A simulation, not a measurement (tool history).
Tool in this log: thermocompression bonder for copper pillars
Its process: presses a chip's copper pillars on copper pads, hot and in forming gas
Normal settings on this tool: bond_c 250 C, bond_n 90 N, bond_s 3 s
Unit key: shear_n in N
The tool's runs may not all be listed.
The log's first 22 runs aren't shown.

run   hour  bond_c  bond_n  bond_s  hours of work since the heater was calibrated  hours of work since the force cell was calibrated  hours of work since the gas filter was changed  shear_n
 23  159.7     228     122       3                                            257                                                680                                             158     50.7
 24  167.1     233     105       2                                            261                                                684                                             161     43.8
 25  172.1     250      92       3                                            263                                                686                                             164     57.1
 26  181.9     250      74       3                                            268                                                691                                             169     51.6
 27  191.6     277      99       4                                            273                                                696                                             174     78.1
 28  199.7     255      58       2                                            278                                                701                                             178     41.8
 29  207.1     262      90       2                                            281                                                704                                             182     56.7
 30  211.6     257     107       5                                            284                                                707                                             185       74
 31  221.4     248      90       4                                            289                                                712                                             190     61.6
 32  225.6     248      90       4                                            291                                                714                                             192       61
 33  230.1     236      70       2                                            293                                                716                                             194     36.9
 34  236.9     236      63       6                                            297                                                720                                             198       52
 35  243.9     263     105       8                                            301                                                724                                             201     84.1
 36  251.4     250     123       3                                            305                                                727                                             205     64.1
 37  255.7     250     123       3                                            307                                                730                                             208     63.4
 38  263.1     238      99       4                                            311                                                734                                             211     56.8
 39  268.4     235      90       6                                            313                                                736                                             214     60.5
 40  276.3     275      90       2                                            318                                                740                                             218     61.8

3 options for the next run, each taken on its own from the tool as it stands now. Forecast them:
  A  283.8     275      90       5                                            321                                                744                                             222        ?
  B  283.8     223      90       7                                            321                                                744                                             222        ?
  C  283.8     263      76       8                                            321                                                744                                             222        ?

run  shear_n
  A     78.4
  B     54.9
  C     78.3
With no hidden state in the tool, these same runs would have given:
run  shear_n
  A     79.1
  B     55.2
  C       79
